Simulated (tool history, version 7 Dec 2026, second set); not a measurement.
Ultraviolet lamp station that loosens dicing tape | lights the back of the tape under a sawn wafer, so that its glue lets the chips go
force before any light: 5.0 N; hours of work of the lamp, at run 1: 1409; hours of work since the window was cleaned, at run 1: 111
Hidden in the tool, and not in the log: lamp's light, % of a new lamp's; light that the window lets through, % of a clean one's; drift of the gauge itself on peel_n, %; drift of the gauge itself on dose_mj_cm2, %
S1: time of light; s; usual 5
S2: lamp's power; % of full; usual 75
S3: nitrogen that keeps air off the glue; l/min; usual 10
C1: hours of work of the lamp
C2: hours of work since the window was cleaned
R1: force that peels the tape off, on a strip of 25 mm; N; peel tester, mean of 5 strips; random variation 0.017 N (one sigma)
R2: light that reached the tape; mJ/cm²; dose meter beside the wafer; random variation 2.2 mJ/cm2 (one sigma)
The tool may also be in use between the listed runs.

run 1 day=0 | S1=5 S2=75 S3=10 | C1=1409 C2=111 | R1=1.182 R2=144
run 2 day=1.546 | S1=4 S2=75 S3=10 | C1=1432 C2=134 | R1=1.638 R2=117
run 3 day=3.538 | S1=5 S2=75 S3=10 | C1=1461 C2=163 | R1=1.273 R2=145
run 4 day=5.4 | S1=5 S2=75 S3=10 | C1=1489 C2=191 | R1=1.332 R2=136
run 5 day=6.908 | S1=5 S2=75 S3=10 | C1=1511 C2=213 | R1=1.355 R2=135
-- day=7.683 lamp changed
run 6 day=8.092 | S1=5 S2=75 S3=10 | C1=6 C2=230 | R1=0.98 R2=174
run 7 day=10.654 | S1=5 S2=75 S3=10 | C1=44 C2=268 | R1=1.048 R2=169
-- day=12.033 window cleaned of glue's vapour
run 8 day=13.204 | S1=5 S2=75 S3=17 | C1=81 C2=17 | R1=0.716 R2=198
run 9 day=15.408 | S1=5 S2=75 S3=10 | C1=114 C2=50 | R1=0.888 R2=187
run 10 day=16.604 | S1=5 S2=75 S3=10 | C1=131 C2=67 | R1=0.861 R2=188
run 11 day=17.792 | S1=5 S2=75 S3=10 | C1=149 C2=85 | R1=0.915 R2=184
run 12 day=19.9 | S1=5 S2=75 S3=10 | C1=180 C2=116 | R1=0.954 R2=183
run 13 day=22.217 | S1=5 S2=75 S3=10 | C1=214 C2=150 | R1=0.963 R2=178
run 14 day=24.192 | S1=3 S2=75 S3=4 | C1=243 C2=179 | R1=2.259 R2=101
run 15 day=25.283 | S1=3 S2=75 S3=4 | C1=259 C2=195 | R1=2.215 R2=104
run 16 day=27.838 | S1=9 S2=75 S3=10 | C1=297 C2=233 | R1=0.436 R2=298
run 17 day=29.096 | S1=3 S2=99 S3=13 | C1=315 C2=252 | R1=1.347 R2=128
run 18 day=30.875 | S1=8 S2=99 S3=16 | C1=342 C2=278 | R1=0.328 R2=339
-- day=31.425 window cleaned of glue's vapour
run 19 day=32.912 | S1=8 S2=99 S3=16 | C1=371 C2=22 | R1=0.283 R2=389
run 20 day=34.983 | S1=8 S2=78 S3=7 | C1=402 C2=52 | R1=0.488 R2=301

Run 21 comes next. What will it give?
run 21 day=36.917 | S1=5 S2=62 S3=11 | C1=430 C2=81 | R1=? R2=?

{"run 21": {"R1": 1.21, "R2": 145}}
Without the tool's hidden state the same run would have given R1 1.032 N, R2 163 mJ/cm².

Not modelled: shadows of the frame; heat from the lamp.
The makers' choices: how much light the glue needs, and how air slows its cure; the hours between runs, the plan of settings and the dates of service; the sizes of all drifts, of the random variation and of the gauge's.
